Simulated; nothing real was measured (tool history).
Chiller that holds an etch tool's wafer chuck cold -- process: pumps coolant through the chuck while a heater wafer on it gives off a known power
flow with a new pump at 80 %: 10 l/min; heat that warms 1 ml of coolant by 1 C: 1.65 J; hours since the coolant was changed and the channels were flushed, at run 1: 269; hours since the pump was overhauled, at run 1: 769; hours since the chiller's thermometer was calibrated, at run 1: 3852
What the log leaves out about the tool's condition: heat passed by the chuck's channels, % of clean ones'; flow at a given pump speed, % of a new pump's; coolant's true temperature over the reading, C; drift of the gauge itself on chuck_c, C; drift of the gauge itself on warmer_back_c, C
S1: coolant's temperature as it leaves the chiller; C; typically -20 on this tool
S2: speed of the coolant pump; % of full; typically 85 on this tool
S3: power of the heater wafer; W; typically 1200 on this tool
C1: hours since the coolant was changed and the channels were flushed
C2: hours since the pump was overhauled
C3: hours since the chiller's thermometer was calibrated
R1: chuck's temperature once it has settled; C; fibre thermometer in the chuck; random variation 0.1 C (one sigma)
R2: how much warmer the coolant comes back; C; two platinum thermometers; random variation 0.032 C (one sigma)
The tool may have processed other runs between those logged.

run,day,S1,S2,S3,C1,C2,C3,R1,R2
1,0.000,-20,85,1200,269,769,3852,-7.6,4.13
2,1.979,-20,82,1200,317,817,3900,-7.3,4.27
3,3.975,-20,82,1200,365,865,3948,-7.3,4.28
4,5.842,-20,82,1200,410,910,3993,-7.2,4.24
5,7.862,-26,82,1200,458,958,4041,-13.0,4.26
6,10.079,-26,82,1200,511,1011,4094,-13.1,4.36
7,12.321,-26,82,1200,565,1065,4148,-13.0,4.33
8,14.396,-26,82,1200,615,1115,4198,-13.1,4.26
9,15.867,-20,85,1063,650,1150,4233,-9.0,3.68
10,17.971,-18,85,1200,701,1201,4284,-5.6,4.11
11,20.179,-18,85,1200,754,1254,4337,-5.6,4.10
12,21.996,-18,85,850,797,1297,4380,-9.2,2.88
13,24.404,-13,88,617,855,1355,4438,-6.9,2.00
14,25.596,-20,76,1200,884,1384,4467,-6.0,4.73
# day 25.942: coolant pump overhauled
15,28.033,-20,85,935,937,50,4520,-10.3,3.24
16,29.225,-20,85,935,966,79,4549,-10.1,3.27
17,31.654,-20,85,935,1024,137,4607,-10.0,3.24
18,34.221,-15,99,1282,1086,199,4669,-3.3,3.74
# day 35.421: coolant pump overhauled, once more
19,35.758,-20,91,839,1118,8,4701,-11.8,2.64
20,38.125,-20,91,839,1174,65,4757,-12.2,2.65
21,40.179,-20,91,839,1224,114,4807,-12.0,2.58
22,42.358,-20,69,616,1276,166,4859,-12.4,2.64

Measured less the same run without the tool's hidden state. The same run-to-run variation is in both; the gauge's scatter may not be:
run,R1,R2
1,+0.0,+0.03
2,+0.0,+0.04
3,+0.0,+0.04
4,+0.0,+0.04
5,+0.1,+0.04
6,+0.1,+0.05
7,+0.1,+0.05
8,+0.1,+0.05
9,+0.1,+0.04
10,+0.1,+0.05
11,+0.2,+0.05
12,+0.1,+0.04
13,+0.0,+0.02
14,+0.3,+0.07
15,+0.2,+0.07
16,+0.2,+0.07
17,+0.3,+0.08
18,+0.4,+0.09
19,+0.0,-0.02
20,+0.0,-0.01
21,+0.0,-0.02
22,+0.0,-0.02
